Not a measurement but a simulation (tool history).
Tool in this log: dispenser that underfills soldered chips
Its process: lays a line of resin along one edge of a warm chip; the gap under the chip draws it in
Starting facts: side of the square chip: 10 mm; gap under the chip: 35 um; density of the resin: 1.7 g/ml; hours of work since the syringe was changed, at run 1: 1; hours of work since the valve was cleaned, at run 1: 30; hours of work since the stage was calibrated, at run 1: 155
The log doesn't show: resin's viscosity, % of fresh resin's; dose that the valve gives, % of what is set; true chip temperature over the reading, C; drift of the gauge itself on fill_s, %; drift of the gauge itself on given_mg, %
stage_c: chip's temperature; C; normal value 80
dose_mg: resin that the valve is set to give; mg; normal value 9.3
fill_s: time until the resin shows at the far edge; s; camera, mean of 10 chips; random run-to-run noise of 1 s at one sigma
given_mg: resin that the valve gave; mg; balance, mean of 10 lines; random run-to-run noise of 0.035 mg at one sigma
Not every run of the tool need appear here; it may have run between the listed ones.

run	day	stage_c	dose_mg	hours of work since the syringe was changed	hours of work since the valve was cleaned	hours of work since the stage was calibrated	fill_s	given_mg
1	0	80	9.3	1	30	155	100.3	9.12
2	0.129	80	9.3	2	32	157	118	9.17
3	0.35	80	9.3	6	36	160	155	9.12
# day 0.475: new syringe of resin
4	0.538	80	9.3	1	38	163	104.6	9.09
5	0.796	80	9.3	5	42	167	145.6	9.02
# day 0.975: new syringe of resin
6	0.988	80	9.3	0	44	169	97.3	8.99
7	1.1	80	11.09	2	46	171	109.2	10.8
8	1.267	76	8.96	4	48	173	169.8	8.78
# day 1.338: dispensing valve cleaned and set on the balance
# day 1.521: new syringe of resin
9	1.529	93	7.99	0	3	176	55.9	8.02
10	1.75	86	9.3	3	6	180	96.6	9.31
# day 2.021: new syringe of resin
11	2.021	86	9.3	0	10	183	71.6	9.23
12	2.154	86	8.91	2	11	185	85.8	8.83
13	2.271	86	10.96	4	13	187	98	10.9
14	2.421	80	9.1	6	15	189	158.2	9.05

Here are 3 independent what-if runs from the current tool condition. What would each one return?
# day 2.525: new syringe of resin
A	2.625	67	11.28	1	18	192	?	?
# day 2.525: new syringe of resin
B	2.625	93	10.72	1	18	192	?	?
# day 2.525: new syringe of resin
C	2.625	80	8.66	1	18	192	?	?

run	fill_s	given_mg
A	200.6	11.21
B	59.5	10.57
C	109.8	8.59
Take away the tool's hidden state, keep each run's random variation, and the runs would have read:
run	fill_s	given_mg
A	181.2	11.31
B	53.6	10.67
C	98.9	8.67

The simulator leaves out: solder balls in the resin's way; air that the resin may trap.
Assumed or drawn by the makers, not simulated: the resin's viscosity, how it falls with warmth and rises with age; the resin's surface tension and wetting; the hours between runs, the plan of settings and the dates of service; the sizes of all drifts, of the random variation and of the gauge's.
